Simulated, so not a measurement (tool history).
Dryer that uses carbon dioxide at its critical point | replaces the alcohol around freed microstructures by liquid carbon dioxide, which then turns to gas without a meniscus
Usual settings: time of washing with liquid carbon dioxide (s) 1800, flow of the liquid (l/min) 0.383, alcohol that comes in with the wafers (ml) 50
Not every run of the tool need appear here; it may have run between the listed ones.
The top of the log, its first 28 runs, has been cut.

| run | day | time of washing with liquid carbon dioxide (s) | flow of the liquid (l/min) | alcohol that comes in with the wafers (ml) | alcohol left in the vessel before it's heated (ppm by volume) |
|---|---|---|---|---|---|
| 29 | 14.562 | 1320 | 0.422 | 107 | 2047 |
| 30 | 14.946 | 1980 | 0.383 | 50 | 349 |
| 31 | 15.288 | 1560 | 0.383 | 27 | 461 |
| 32 | 15.708 | 1380 | 0.378 | 21 | 545 |
| 33 | 16.229 | 1380 | 0.378 | 21 | 561 |
| 34 | 16.967 | 2520 | 0.378 | 21 | 112 |
| 35 | 17.525 | 2520 | 0.378 | 21 | 103 |
| 36 | 18.150 | 2520 | 0.378 | 21 | 119 |
| 37 | 18.521 | 2520 | 0.378 | 21 | 112 |
| 38 | 18.921 | 1200 | 0.546 | 116 | 1468 |
| 39 | 19.325 | 1200 | 0.546 | 116 | 1481 |
| 40 | 19.696 | 1740 | 0.383 | 27 | 365 |
| 41 | 20.258 | 1740 | 0.383 | 23 | 331 |
|  | 20.529 | inlet filter changed |
| 42 | 21.058 | 2340 | 0.328 | 31 | 162 |
| 43 | 21.558 | 2340 | 0.301 | 31 | 222 |
| 44 | 22.208 | 2340 | 0.301 | 31 | 207 |
| 45 | 22.896 | 1140 | 0.494 | 50 | 724 |

4 ways to go on from here, each from the tool as it stands after run 45. What would each give?
| A | 23.317 | 1680 | 0.434 | 20 | ? |
| B | 23.317 | 1380 | 0.494 | 50 | ? |
| C | 23.317 | 1500 | 0.377 | 32 | ? |
| D | 23.317 | 1140 | 0.292 | 76 | ? |

| run | alcohol left in the vessel before it's heated (ppm by volume) |
|---|---|
| A | 167 |
| B | 362 |
| C | 470 |
| D | 4249 |
With no hidden state in the tool, these same runs would have given:
| run | alcohol left in the vessel before it's heated (ppm by volume) |
|---|---|
| A | 93 |
| B | 273 |
| C | 377 |
| D | 4012 |

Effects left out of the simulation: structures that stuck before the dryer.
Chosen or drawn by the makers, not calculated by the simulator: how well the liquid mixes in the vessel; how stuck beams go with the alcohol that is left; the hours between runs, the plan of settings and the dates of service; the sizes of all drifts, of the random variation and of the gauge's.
